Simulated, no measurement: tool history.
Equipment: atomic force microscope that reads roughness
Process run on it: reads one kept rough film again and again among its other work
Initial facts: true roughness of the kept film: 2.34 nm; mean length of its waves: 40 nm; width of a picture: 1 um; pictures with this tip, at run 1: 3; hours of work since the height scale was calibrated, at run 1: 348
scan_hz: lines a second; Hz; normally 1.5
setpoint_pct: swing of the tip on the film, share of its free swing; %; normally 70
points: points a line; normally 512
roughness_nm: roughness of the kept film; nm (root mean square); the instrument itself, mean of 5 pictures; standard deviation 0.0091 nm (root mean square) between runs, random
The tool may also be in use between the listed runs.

run	day	scan_hz	setpoint_pct	points	pictures with this tip	hours of work since the height scale was calibrated	roughness_nm
1	0	1.5	70	512	3	348	2.02
2	0.462	1.5	70	828	20	356	1.948
3	1.483	1.5	70	828	58	373	1.762
# day 1.667: new tip fitted
4	1.992	1.5	70	828	12	382	1.974
5	3.038	1.5	70	512	51	399	1.787
# day 3.404: new tip fitted
6	3.875	0.6	70	512	18	413	2.031
7	4.704	0.6	70	512	49	427	1.879
# day 5.125: new tip fitted
8	5.708	0.6	70	512	22	444	2.016
9	6.458	0.58	70	512	50	457	1.851
# day 6.554: height scale calibrated on a step standard
# day 6.892: new tip fitted
10	6.992	0.58	70	512	4	7	2.114
11	7.825	1.5	70	881	35	21	1.859
# day 8.654: new tip fitted
12	8.671	1.5	81	512	1	35	1.925
13	9.092	1.5	81	512	17	43	1.847
14	9.9	1.5	81	512	47	56	1.7
# day 10.375: new tip fitted
15	10.462	1.5	81	512	3	66	1.907
16	10.975	1.5	81	512	22	74	1.808
17	12.008	1.5	81	512	61	92	1.635
# day 12.096: new tip fitted
18	12.471	2.28	57	499	14	100	2.021
# day 12.588: height scale calibrated on a step standard, once more
19	13.071	1.5	89	294	35	8	1.62
# day 13.825: new tip fitted
20	13.875	1.5	89	294	2	22	1.796
21	14.508	1.5	79	784	25	32	1.831
22	14.992	1.58	60	897	44	41	1.86
# day 15.538: new tip fitted
23	15.779	0.98	70	336	9	54	2.032
24	16.45	0.98	70	336	34	65	1.885
# day 17.233: new tip fitted
25	17.292	1.16	69	306	2	79	2.065
26	18.175	3.23	70	410	35	94	1.703
27	18.6	3.99	70	518	51	102	1.573
# day 18.988: new tip fitted
28	19.388	3.99	70	518	15	115	1.722
29	20.25	3.99	70	518	47	129	1.569
# day 20.754: new tip fitted
30	20.758	3.99	70	518	0	138	1.8
31	21.758	3.99	70	518	38	155	1.622
# day 22.5: new tip fitted
32	22.508	2.51	85	648	0	167	1.676
33	23.55	1.5	70	891	39	185	1.834
# day 24.279: new tip fitted
34	24.558	1.5	70	891	10	202	1.979

Each row is a separate what-if for the run after 34, all from the same tool condition, not one after another. Results?
A	25.475	1.5	79	891	44	217	?
B	25.475	1.4	70	259	44	217	?
C	25.475	0.93	70	512	44	217	?

run	roughness_nm
A	1.713
B	1.788
C	1.845
Without the tool's hidden state the same runs would have given:
run	roughness_nm
A	1.938
B	2.024
C	2.089
